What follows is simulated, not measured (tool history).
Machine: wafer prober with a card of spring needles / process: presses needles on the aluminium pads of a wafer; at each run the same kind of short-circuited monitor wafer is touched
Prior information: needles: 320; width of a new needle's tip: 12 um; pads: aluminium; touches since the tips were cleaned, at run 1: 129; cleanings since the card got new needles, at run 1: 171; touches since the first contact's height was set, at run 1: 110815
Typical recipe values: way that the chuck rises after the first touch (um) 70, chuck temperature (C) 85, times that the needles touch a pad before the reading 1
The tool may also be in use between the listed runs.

run,hour,way that the chuck rises after the first touch (um),chuck temperature (C),times that the needles touch a pad before the reading,touches since the tips were cleaned,cleanings since the card got new needles,touches since the first contact's height was set,resistance of one needle with its contact and lead (mohm),way that a needle slides on the pad (um)
1,0.0,70,85,1,129,171,110815,295,8.93
# hour 3.6: tips cleaned on abrasive film
# hour 8.3: tips cleaned on abrasive film
2,10.1,70,97,1,769,173,114869,311,8.87
# hour 13.1: tips cleaned on abrasive film
# hour 17.9: tips cleaned on abrasive film
3,19.4,70,97,1,635,175,118562,305,9.02
# hour 22.3: tips cleaned on abrasive film
# hour 26.2: tips cleaned on abrasive film
# hour 31.0: tips cleaned on abrasive film
4,31.5,70,85,1,216,178,123365,291,8.97
# hour 35.2: tips cleaned on abrasive film
# hour 40.1: tips cleaned on abrasive film
# hour 44.1: tips cleaned on abrasive film
# hour 48.8: tips cleaned on abrasive film
5,51.2,70,85,1,981,182,131243,305,8.97
# hour 53.2: tips cleaned on abrasive film
# hour 58.0: tips cleaned on abrasive film
# hour 62.9: tips cleaned on abrasive film
6,65.8,70,85,1,1183,185,137049,315,8.97
# hour 66.8: tips cleaned on abrasive film
# hour 71.4: tips cleaned on abrasive film
# hour 75.4: tips cleaned on abrasive film
# hour 80.2: tips cleaned on abrasive film
7,83.7,70,85,3,1442,189,144195,299,8.86
# hour 84.8: tips cleaned on abrasive film
# hour 88.7: tips cleaned on abrasive film
# hour 93.3: tips cleaned on abrasive film
8,95.1,70,85,3,747,192,148729,295,8.98
# hour 98.1: tips cleaned on abrasive film
# hour 102.8: tips cleaned on abrasive film
# hour 106.8: tips cleaned on abrasive film
9,107.8,70,85,3,418,195,153765,292,8.90
# hour 110.8: tips cleaned on abrasive film
# hour 114.7: tips cleaned on abrasive film
# hour 118.6: tips cleaned on abrasive film
10,122.1,70,85,3,1408,198,159463,295,8.78
# hour 123.1: tips cleaned on abrasive film
# hour 127.0: tips cleaned on abrasive film
# hour 131.8: tips cleaned on abrasive film
# hour 136.6: tips cleaned on abrasive film
# hour 141.2: tips cleaned on abrasive film
11,141.2,70,85,3,0,203,167061,288,8.85
# hour 145.1: tips cleaned on abrasive film
# hour 150.0: tips cleaned on abrasive film
# hour 154.1: height of the first contact set anew
# hour 154.7: tips cleaned on abrasive film
12,154.7,70,85,1,0,206,202,287,9.49
# hour 159.5: tips cleaned on abrasive film
# hour 163.5: tips cleaned on abrasive film
13,167.2,70,85,2,1537,208,5223,304,9.40
# hour 168.3: tips cleaned on abrasive film
# hour 172.2: tips cleaned on abrasive film
# hour 177.0: tips cleaned on abrasive film
# hour 181.8: tips cleaned on abrasive film
# hour 185.7: tips cleaned on abrasive film
14,186.9,58,85,3,459,213,13019,296,7.88
# hour 189.7: tips cleaned on abrasive film
# hour 194.5: tips cleaned on abrasive film
# hour 199.2: tips cleaned on abrasive film
15,200.3,71,70,2,477,216,18391,283,9.52
# hour 203.2: tips cleaned on abrasive film
# hour 208.1: tips cleaned on abrasive film
# hour 212.8: tips cleaned on abrasive film
# hour 217.5: tips cleaned on abrasive film
16,220.0,71,70,2,1000,220,26233,298,9.31
# hour 222.0: tips cleaned on abrasive film
# hour 226.7: tips cleaned on abrasive film
# hour 230.6: tips cleaned on abrasive film
# hour 234.7: tips cleaned on abrasive film
17,234.7,58,59,2,0,224,32082,282,7.75
# hour 239.3: tips cleaned on abrasive film
# hour 243.9: tips cleaned on abrasive film
18,243.9,58,59,2,0,226,35737,281,7.71
# hour 248.6: tips cleaned on abrasive film
# hour 253.4: tips cleaned on abrasive film
# hour 257.4: tips cleaned on abrasive film
19,261.2,54,59,2,1551,229,42652,314,6.98
# hour 262.2: tips cleaned on abrasive film
# hour 266.2: tips cleaned on abrasive film
# hour 270.1: tips cleaned on abrasive film
20,273.7,51,119,2,1467,232,47627,337,6.83
# hour 274.7: tips cleaned on abrasive film
# hour 279.4: tips cleaned on abrasive film
# hour 284.0: tips cleaned on abrasive film
21,284.0,77,33,2,4,235,51722,272,10.05

Each row is a separate what-if for the run after 21, all from the same tool condition, not one after another. Results?
# hour 288.0: tips cleaned on abrasive film
# hour 292.8: tips cleaned on abrasive film
A,296.4,77,26,2,1440,237,56675,?,?
# hour 288.0: tips cleaned on abrasive film
# hour 292.8: tips cleaned on abrasive film
B,296.4,77,103,2,1440,237,56675,?,?
# hour 288.0: tips cleaned on abrasive film
# hour 292.8: tips cleaned on abrasive film
C,296.4,70,85,3,1440,237,56675,?,?

run,resistance of one needle with its contact and lead (mohm),way that a needle slides on the pad (um)
A,284,10.14
B,308,10.19
C,293,9.23
The same runs, with their run-to-run variation unchanged, on a tool lacking any hidden condition would have given:
run,resistance of one needle with its contact and lead (mohm),way that a needle slides on the pad (um)
A,263,10.35
B,289,10.39
C,278,9.43
